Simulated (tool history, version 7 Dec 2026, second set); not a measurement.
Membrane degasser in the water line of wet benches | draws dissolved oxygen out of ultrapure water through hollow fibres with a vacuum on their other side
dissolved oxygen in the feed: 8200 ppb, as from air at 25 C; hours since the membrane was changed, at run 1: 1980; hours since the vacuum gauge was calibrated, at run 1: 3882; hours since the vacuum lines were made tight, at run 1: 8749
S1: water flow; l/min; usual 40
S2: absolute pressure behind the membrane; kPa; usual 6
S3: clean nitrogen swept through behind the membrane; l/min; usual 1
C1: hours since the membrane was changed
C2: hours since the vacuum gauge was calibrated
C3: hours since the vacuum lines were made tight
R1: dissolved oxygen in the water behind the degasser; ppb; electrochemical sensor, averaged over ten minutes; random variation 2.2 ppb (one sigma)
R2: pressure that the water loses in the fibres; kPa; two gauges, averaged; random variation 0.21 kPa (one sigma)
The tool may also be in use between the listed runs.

Run 1, hour 0: usual settings; C1 1980; C2 3882; C3 8749. Result: R1 220.5 ppb, R2 49.12 kPa.
Run 2, hour 33.5: usual settings; C1 2014; C2 3916; C3 8783. Result: R1 220.9 ppb, R2 49.15 kPa.
Run 3, hour 104.4: usual settings; C1 2084; C2 3987; C3 8854. Result: R1 223.9 ppb, R2 49.14 kPa.
Run 4, hour 146.1: usual settings but S3 1.5 l/min; C1 2126; C2 4028; C3 8895. Result: R1 164.1 ppb, R2 49.25 kPa.
Run 5, hour 195.5: usual settings; C1 2176; C2 4078; C3 8945. Result: R1 224.2 ppb, R2 49.8 kPa.
Run 6, hour 247.1: usual settings but S3 1.09 l/min; C1 2227; C2 4129; C3 8996. Result: R1 208.9 ppb, R2 49.63 kPa.
Run 7, hour 303.9: usual settings but S3 1.09 l/min; C1 2284; C2 4186; C3 9053. Result: R1 209.2 ppb, R2 49.53 kPa.
Run 8, hour 351.6: usual settings but S3 2.94 l/min; C1 2332; C2 4234; C3 9101. Result: R1 90.6 ppb, R2 49.54 kPa.
Run 9, hour 393.5: usual settings but S3 2.94 l/min; C1 2374; C2 4276; C3 9143. Result: R1 90.4 ppb, R2 49.75 kPa.
Run 10, hour 454.1: usual settings but S3 2.94 l/min; C1 2434; C2 4336; C3 9203. Result: R1 92.3 ppb, R2 50.2 kPa.
Run 11, hour 511.9: usual settings but S1 43 l/min; C1 2492; C2 4394; C3 9261. Result: R1 236 ppb, R2 54.01 kPa.
Run 12, hour 568.2: usual settings but S1 43 l/min; C1 2548; C2 4450; C3 9317. Result: R1 236.9 ppb, R2 53.44 kPa.
At hour 614.2: gauge calibrated.
Run 13, hour 627.1: usual settings but S3 0.58 l/min; C1 2607; C2 4509; C3 9376. Result: R1 329.2 ppb, R2 49.05 kPa.
Run 14, hour 673.5: usual settings but S1 51 l/min, S2 8.39 kPa; C1 2654; C2 4556; C3 9423. Result: R1 495 ppb, R2 62.68 kPa.
Run 15, hour 721.3: usual settings but S1 51 l/min, S2 8.39 kPa; C1 2701; C2 4604; C3 9471. Result: R1 487.8 ppb, R2 62.3 kPa.
Run 16, hour 788.8: usual settings but S1 51 l/min, S2 5.23 kPa; C1 2769; C2 4671; C3 9538. Result: R1 203.1 ppb, R2 62.82 kPa.
Run 17, hour 849.4: usual settings but S1 51 l/min, S2 5.23 kPa; C1 2830; C2 4732; C3 9599. Result: R1 205.2 ppb, R2 62.9 kPa.
Run 18, hour 899.2: usual settings but S1 46 l/min, S2 5.25 kPa, S3 1.76 l/min; C1 2879; C2 4781; C3 9648. Result: R1 120 ppb, R2 56.9 kPa.
Run 19, hour 969.3: usual settings but S1 48 l/min, S2 5.25 kPa, S3 0.51 l/min; C1 2949; C2 4852; C3 9719. Result: R1 306.7 ppb, R2 59.76 kPa.
Run 20, hour 1036.8: usual settings but S1 48 l/min, S2 5.25 kPa, S3 0.51 l/min; C1 3017; C2 4919; C3 9786. Result: R1 304.7 ppb, R2 60.58 kPa.
Run 21, hour 1102.6: usual settings but S1 64 l/min, S2 12.69 kPa, S3 1.89 l/min; C1 3083; C2 4985; C3 9852. Result: R1 653 ppb, R2 80.03 kPa.
Run 22, hour 1166.9: usual settings but S1 30 l/min, S3 2.86 l/min; C1 3147; C2 5049; C3 9916. Result: R1 68.4 ppb, R2 37.19 kPa.
Run 23, hour 1223.1: usual settings but S1 53 l/min, S3 2.86 l/min; C1 3203; C2 5105; C3 9972. Result: R1 129.1 ppb, R2 66.64 kPa.
Run 24, hour 1276.7: usual settings but S1 34 l/min, S2 11.13 kPa, S3 2.94 l/min; C1 3257; C2 5159; C3 10026. Result: R1 212.4 ppb, R2 43.25 kPa.
Run 25, hour 1311.5: usual settings but S1 34 l/min, S2 11.13 kPa, S3 2.94 l/min; C1 3292; C2 5194; C3 10061. Result: R1 210.5 ppb, R2 42.99 kPa.
Run 26, hour 1350: usual settings but S1 30 l/min, S2 4.63 kPa, S3 1.27 l/min; C1 3330; C2 5232; C3 10099. Result: R1 73.8 ppb, R2 38.05 kPa.

Forecast each of these 5 alternatives for the next run:
At hour 1362.8: gauge calibrated.
Run A, hour 1395.4: usual settings but S1 48 l/min; C1 3375; C2 5278; C3 10145. Result: R1 ?, R2 ?.
At hour 1362.8: gauge calibrated.
Run B, hour 1395.4: usual settings but S1 29 l/min, S2 13.68 kPa; C1 3375; C2 5278; C3 10145. Result: R1 ?, R2 ?.
At hour 1362.8: gauge calibrated.
Run C, hour 1395.4: usual settings but S1 29 l/min, S2 4.63 kPa, S3 1.27 l/min; C1 3375; C2 5278; C3 10145. Result: R1 ?, R2 ?.
At hour 1362.8: gauge calibrated.
Run D, hour 1395.4: usual settings but S3 1.15 l/min; C1 3375; C2 5278; C3 10145. Result: R1 ?, R2 ?.
At hour 1362.8: gauge calibrated.
Run E, hour 1395.4: usual settings but S1 24 l/min, S2 3.87 kPa, S3 1.18 l/min; C1 3375; C2 5278; C3 10145. Result: R1 ?, R2 ?.

run     R1     R2
  A  259.2  58.82
  B    613  35.47
  C   73.4  35.48
  D  197.4  48.96
  E   30.5  29.52
Without the tool's hidden state the same runs would have given:
run     R1     R2
  A  258.9  58.72
  B  612.8  35.42
  C   73.3  35.42
  D  197.2  48.88
  E   30.4  29.47
